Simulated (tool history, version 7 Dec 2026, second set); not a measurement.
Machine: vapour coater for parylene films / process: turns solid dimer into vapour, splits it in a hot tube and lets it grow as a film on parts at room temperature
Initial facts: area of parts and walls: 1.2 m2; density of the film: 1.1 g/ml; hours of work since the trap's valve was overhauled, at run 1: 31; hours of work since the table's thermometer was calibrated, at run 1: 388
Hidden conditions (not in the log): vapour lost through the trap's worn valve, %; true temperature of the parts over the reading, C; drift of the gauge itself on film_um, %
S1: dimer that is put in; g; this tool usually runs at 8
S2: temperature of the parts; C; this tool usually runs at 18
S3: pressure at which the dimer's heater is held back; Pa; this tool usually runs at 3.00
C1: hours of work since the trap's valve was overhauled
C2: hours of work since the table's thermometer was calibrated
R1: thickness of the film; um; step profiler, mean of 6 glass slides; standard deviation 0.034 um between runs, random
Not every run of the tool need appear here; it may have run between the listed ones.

| run | hour | S1 | S2 | S3 | C1 | C2 | R1 |
|---|---|---|---|---|---|---|---|
| 1 | 0.0 | 8 | 18 | 3.00 | 31 | 388 | 3.52 |
| 2 | 16.5 | 8 | 18 | 3.00 | 44 | 401 | 3.49 |
| 3 | 56.6 | 8 | 18 | 3.00 | 76 | 432 | 3.50 |
| 4 | 90.3 | 8 | 18 | 3.00 | 103 | 459 | 3.53 |
| 5 | 108.1 | 8 | 18 | 3.00 | 117 | 473 | 3.56 |
| 6 | 144.2 | 8 | 18 | 3.00 | 146 | 502 | 3.51 |
| 7 | 175.1 | 8 | 18 | 3.00 | 170 | 527 | 3.52 |
| 8 | 216.2 | 12 | 18 | 3.00 | 203 | 559 | 5.21 |
| 9 | 247.2 | 5 | 18 | 3.00 | 227 | 584 | 2.20 |
| 10 | 274.9 | 8 | 12 | 3.00 | 249 | 606 | 3.83 |
| 11 | 308.5 | 8 | 12 | 3.00 | 276 | 632 | 3.83 |
| 12 | 343.7 | 8 | 14 | 3.00 | 304 | 660 | 3.69 |
| 13 | 374.7 | 8 | 14 | 3.00 | 329 | 685 | 3.80 |
| 14 | 408.6 | 8 | 14 | 3.00 | 355 | 712 | 3.68 |
| 15 | 443.1 | 8 | 14 | 5.21 | 383 | 739 | 3.61 |
| 16 | 483.0 | 8 | 26 | 5.21 | 415 | 771 | 2.93 |
| 17 | 513.1 | 8 | 26 | 5.21 | 438 | 795 | 3.01 |
| 18 | 543.3 | 12 | 26 | 5.21 | 462 | 819 | 4.46 |
| 19 | 584.4 | 12 | 26 | 5.21 | 495 | 851 | 4.51 |
| 20 | 610.2 | 12 | 26 | 5.21 | 515 | 872 | 4.50 |
| 21 | 642.3 | 12 | 26 | 5.21 | 541 | 897 | 4.50 |
| 22 | 665.0 | 12 | 26 | 5.21 | 559 | 915 | 4.48 |
| 23 | 706.0 | 8 | 18 | 3.00 | 591 | 948 | 3.54 |
| 24 | 734.9 | 8 | 18 | 3.00 | 614 | 971 | 3.49 |
|  | 744.2 | trap's valve overhauled |
| 25 | 776.2 | 8 | 18 | 3.00 | 25 | 1000 | 3.58 |
| 26 | 795.4 | 3 | 26 | 2.68 | 41 | 1016 | 1.18 |
| 27 | 813.6 | 3 | 26 | 2.68 | 55 | 1030 | 1.17 |
| 28 | 839.6 | 3 | 26 | 2.68 | 76 | 1051 | 1.18 |
| 29 | 875.7 | 8 | 24 | 11.81 | 104 | 1079 | 2.95 |
| 30 | 908.4 | 3 | 16 | 2.87 | 130 | 1105 | 1.34 |
| 31 | 935.9 | 9 | 13 | 3.00 | 152 | 1127 | 4.26 |
| 32 | 962.5 | 9 | 13 | 3.00 | 173 | 1148 | 4.23 |
| 33 | 980.5 | 13 | 18 | 7.38 | 188 | 1163 | 5.48 |
| 34 | 1017.8 | 13 | 18 | 7.38 | 217 | 1192 | 5.46 |
| 35 | 1047.6 | 13 | 17 | 7.23 | 241 | 1216 | 5.49 |
| 36 | 1083.6 | 5 | 17 | 7.23 | 269 | 1244 | 2.11 |
| 37 | 1116.4 | 8 | 21 | 6.77 | 295 | 1271 | 3.21 |
| 38 | 1137.5 | 6 | 29 | 5.51 | 312 | 1287 | 2.14 |
| 39 | 1164.7 | 8 | 13 | 2.72 | 334 | 1309 | 3.77 |
| 40 | 1195.3 | 8 | 13 | 5.67 | 358 | 1333 | 3.65 |
| 41 | 1217.9 | 9 | 14 | 2.86 | 376 | 1351 | 4.25 |
| 42 | 1258.6 | 4 | 18 | 2.95 | 408 | 1383 | 1.80 |
| 43 | 1286.1 | 4 | 10 | 5.57 | 430 | 1405 | 1.92 |
| 44 | 1304.1 | 13 | 27 | 3.21 | 444 | 1419 | 4.98 |
| 45 | 1324.3 | 13 | 27 | 3.21 | 460 | 1436 | 4.99 |
| 46 | 1361.1 | 4 | 27 | 7.93 | 490 | 1465 | 1.45 |
| 47 | 1395.5 | 4 | 18 | 5.50 | 517 | 1492 | 1.64 |
| 48 | 1433.5 | 8 | 26 | 3.00 | 547 | 1522 | 3.07 |

3 options for the next run, each taken on its own from the tool as it stands now. Forecast them:
| A | 1458.9 | 8 | 29 | 4.29 | 567 | 1542 | ? |
| B | 1458.9 | 8 | 20 | 3.00 | 567 | 1542 | ? |
| C | 1458.9 | 13 | 18 | 2.38 | 567 | 1542 | ? |

| run | R1 |
|---|---|
| A | 2.86 |
| B | 3.46 |
| C | 5.72 |
Had the tool no hidden state, the same runs would have come out as:
| run | R1 |
|---|---|
| A | 2.87 |
| B | 3.48 |
| C | 5.74 |

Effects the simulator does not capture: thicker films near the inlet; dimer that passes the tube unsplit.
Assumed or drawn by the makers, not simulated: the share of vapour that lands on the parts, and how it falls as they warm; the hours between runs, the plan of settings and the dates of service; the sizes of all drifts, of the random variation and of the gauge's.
